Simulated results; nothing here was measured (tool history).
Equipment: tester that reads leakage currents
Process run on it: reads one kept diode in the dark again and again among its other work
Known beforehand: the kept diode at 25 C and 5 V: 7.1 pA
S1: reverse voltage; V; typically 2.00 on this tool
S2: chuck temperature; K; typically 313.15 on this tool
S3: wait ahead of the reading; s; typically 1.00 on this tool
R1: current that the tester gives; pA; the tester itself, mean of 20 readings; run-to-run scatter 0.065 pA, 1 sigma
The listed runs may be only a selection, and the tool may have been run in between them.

{"run": 1, "hour": 0.0, "S1": 2.0, "S2": 313.15, "S3": 1.0, "R1": 16.98}
{"run": 2, "hour": 45.7, "S1": 2.0, "S2": 313.15, "S3": 1.0, "R1": 17.07}
{"run": 3, "hour": 124.8, "S1": 2.0, "S2": 313.15, "S3": 1.0, "R1": 17.14}
{"run": 4, "hour": 199.8, "S1": 2.0, "S2": 313.15, "S3": 1.0, "R1": 17.13}
{"run": 5, "hour": 287.9, "S1": 2.0, "S2": 313.15, "S3": 1.0, "R1": 17.25}
{"run": 6, "hour": 352.4, "S1": 2.0, "S2": 313.15, "S3": 1.0, "R1": 17.46}
{"hour": 379.3, "done": "probe card cleaned and baked"}
{"run": 7, "hour": 415.0, "S1": 10.06, "S2": 313.15, "S3": 1.0, "R1": 31.19}
{"run": 8, "hour": 508.6, "S1": 10.06, "S2": 313.15, "S3": 1.0, "R1": 32.18}
{"run": 9, "hour": 572.4, "S1": 2.0, "S2": 313.15, "S3": 3.41, "R1": 15.38}
{"run": 10, "hour": 611.4, "S1": 2.0, "S2": 313.15, "S3": 3.41, "R1": 15.29}
{"run": 11, "hour": 696.6, "S1": 2.0, "S2": 332.15, "S3": 1.0, "R1": 48.63}
{"run": 12, "hour": 760.3, "S1": 3.71, "S2": 293.15, "S3": 5.35, "R1": 5.84}
{"run": 13, "hour": 834.9, "S1": 2.0, "S2": 307.15, "S3": 2.06, "R1": 10.86}
{"run": 14, "hour": 929.3, "S1": 4.06, "S2": 318.15, "S3": 0.42, "R1": 31.21}
{"run": 15, "hour": 984.1, "S1": 11.56, "S2": 332.15, "S3": 0.61, "R1": 107.61}
{"run": 16, "hour": 1058.1, "S1": 14.79, "S2": 320.15, "S3": 0.61, "R1": 64.98}
{"run": 17, "hour": 1098.7, "S1": 4.28, "S2": 320.15, "S3": 0.61, "R1": 35.78}
{"hour": 1126.2, "done": "chuck's temperature calibrated"}
{"run": 18, "hour": 1162.6, "S1": 1.04, "S2": 318.15, "S3": 0.61, "R1": 15.43}
{"run": 19, "hour": 1219.1, "S1": 6.1, "S2": 299.15, "S3": 8.16, "R1": 11.48}
{"run": 20, "hour": 1277.3, "S1": 8.18, "S2": 308.15, "S3": 1.58, "R1": 23.13}
{"run": 21, "hour": 1348.2, "S1": 1.26, "S2": 326.15, "S3": 1.33, "R1": 26.82}

Alternative continuations, all from the tool just after run 21; predict every row:
{"run": "A", "hour": 1404.6, "S1": 14.09, "S2": 313.15, "S3": 1.0, "R1": "?"}
{"run": "B", "hour": 1404.6, "S1": 1.26, "S2": 326.15, "S3": 1.02, "R1": "?"}
{"run": "C", "hour": 1404.6, "S1": 6.83, "S2": 304.15, "S3": 1.33, "R1": "?"}
{"run": "D", "hour": 1404.6, "S1": 7.45, "S2": 321.15, "S3": 9.43, "R1": "?"}

run=A R1=42.53
run=B R1=27.19
run=C R1=17.65
run=D R1=44.75
The same runs, with their run-to-run variation unchanged, on a tool lacking any hidden condition would have given:
run=A R1=33.92
run=B R1=25.95
run=C R1=13.52
run=D R1=39.74
